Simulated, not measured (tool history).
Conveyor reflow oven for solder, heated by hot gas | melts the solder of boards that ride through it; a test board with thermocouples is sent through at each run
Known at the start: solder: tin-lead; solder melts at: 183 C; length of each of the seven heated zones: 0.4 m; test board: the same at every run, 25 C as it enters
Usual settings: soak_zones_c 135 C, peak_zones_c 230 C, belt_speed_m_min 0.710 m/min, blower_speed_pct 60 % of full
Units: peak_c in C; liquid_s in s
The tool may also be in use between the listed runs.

| run | hour | soak_zones_c | peak_zones_c | belt_speed_m_min | blower_speed_pct | peak_c | liquid_s |
|---|---|---|---|---|---|---|---|
| 1 | 0.0 | 135 | 230 | 0.710 | 60 | 214.0 | 47.8 |
| 2 | 14.6 | 135 | 230 | 0.710 | 60 | 214.0 | 48.1 |
| 3 | 36.6 | 135 | 230 | 0.710 | 60 | 214.1 | 47.8 |
| 4 | 57.6 | 135 | 230 | 0.649 | 60 | 216.9 | 55.2 |
| 5 | 71.5 | 135 | 230 | 0.649 | 60 | 216.5 | 55.3 |
| 6 | 96.3 | 135 | 230 | 0.649 | 60 | 216.7 | 54.8 |
| 7 | 122.5 | 135 | 230 | 0.703 | 60 | 214.1 | 48.5 |
| 8 | 138.8 | 135 | 230 | 0.710 | 60 | 213.7 | 47.8 |
| 9 | 150.1 | 135 | 230 | 0.710 | 60 | 213.8 | 48.2 |
| 10 | 176.0 | 135 | 230 | 0.710 | 60 | 213.7 | 48.1 |
| 11 | 189.2 | 135 | 230 | 0.750 | 60 | 211.7 | 43.2 |
| 12 | 200.3 | 135 | 230 | 0.750 | 60 | 212.0 | 43.4 |
| 13 | 218.1 | 135 | 230 | 0.750 | 60 | 211.8 | 42.7 |
| 14 | 230.3 | 135 | 230 | 0.750 | 60 | 211.7 | 42.8 |
| 15 | 255.5 | 135 | 230 | 0.750 | 60 | 211.8 | 43.4 |
| 16 | 277.1 | 139 | 245 | 0.710 | 74 | 229.7 | 59.3 |
| 17 | 303.5 | 126 | 218 | 0.710 | 74 | 204.0 | 37.0 |
| 18 | 320.7 | 121 | 230 | 0.812 | 60 | 205.3 | 31.3 |
| 19 | 344.2 | 121 | 230 | 0.812 | 60 | 205.8 | 31.2 |
| 20 | 359.2 | 121 | 230 | 0.575 | 60 | 217.7 | 59.9 |
| 21 | 370.5 | 150 | 230 | 0.575 | 51 | 219.8 | 72.3 |
| 22 | 382.4 | 125 | 243 | 0.697 | 60 | 223.7 | 52.5 |
| 23 | 396.5 | 125 | 243 | 0.574 | 50 | 228.2 | 67.4 |
| 24 | 419.8 | 147 | 234 | 0.710 | 60 | 218.9 | 55.6 |
| 25 | 432.6 | 147 | 234 | 0.710 | 60 | 218.8 | 56.1 |
| 26 | 445.1 | 135 | 230 | 0.811 | 52 | 206.3 | 35.2 |
|  | 454.3 | flux residue cleaned out of gas plates and filters |
| 27 | 467.6 | 135 | 243 | 0.710 | 60 | 225.9 | 57.0 |
| 28 | 486.9 | 135 | 243 | 0.710 | 60 | 225.9 | 56.6 |
| 29 | 513.4 | 135 | 243 | 0.710 | 60 | 226.1 | 56.3 |
| 30 | 525.5 | 135 | 230 | 0.710 | 73 | 216.8 | 51.2 |

Some steps in peak_c between neighbouring runs. How much of each would the tool show without its hidden state too (settings, what came in, random variation), and how much is left for the hidden state, with any gauge scatter that isn't in both results?
The hidden state here: heat that the gas passes to the board, % of a clean oven's; belt's true speed, % of the reading; true gas temperature in zones 6 and 7 over the reading, C; drift of the gauge itself on peak_c, C; drift of the gauge itself on liquid_s, %.
Run 15 -> 16: soak_zones_c 135 -> 139, peak_zones_c 230 -> 245, belt_speed_m_min 0.750 -> 0.710, blower_speed_pct 60 -> 74. peak_c +17.9 C: hidden state -0.1, all else +18.0.
Run 16 -> 17: soak_zones_c 139 -> 126, peak_zones_c 245 -> 218. peak_c -25.7 C: hidden state +0.0, all else -25.7.
Run 19 -> 20: belt_speed_m_min 0.812 -> 0.575. peak_c +11.9 C: hidden state +0.4, all else +11.5.
Run 21 -> 22: soak_zones_c 150 -> 125, peak_zones_c 230 -> 243, belt_speed_m_min 0.575 -> 0.697, blower_speed_pct 51 -> 60. peak_c +3.9 C: hidden state -0.5, all else +4.4.
Run 26 -> 27: peak_zones_c 230 -> 243, belt_speed_m_min 0.811 -> 0.710, blower_speed_pct 52 -> 60, flux residue cleaned out of gas plates and filters. peak_c +19.6 C: hidden state +1.7, all else +17.9.

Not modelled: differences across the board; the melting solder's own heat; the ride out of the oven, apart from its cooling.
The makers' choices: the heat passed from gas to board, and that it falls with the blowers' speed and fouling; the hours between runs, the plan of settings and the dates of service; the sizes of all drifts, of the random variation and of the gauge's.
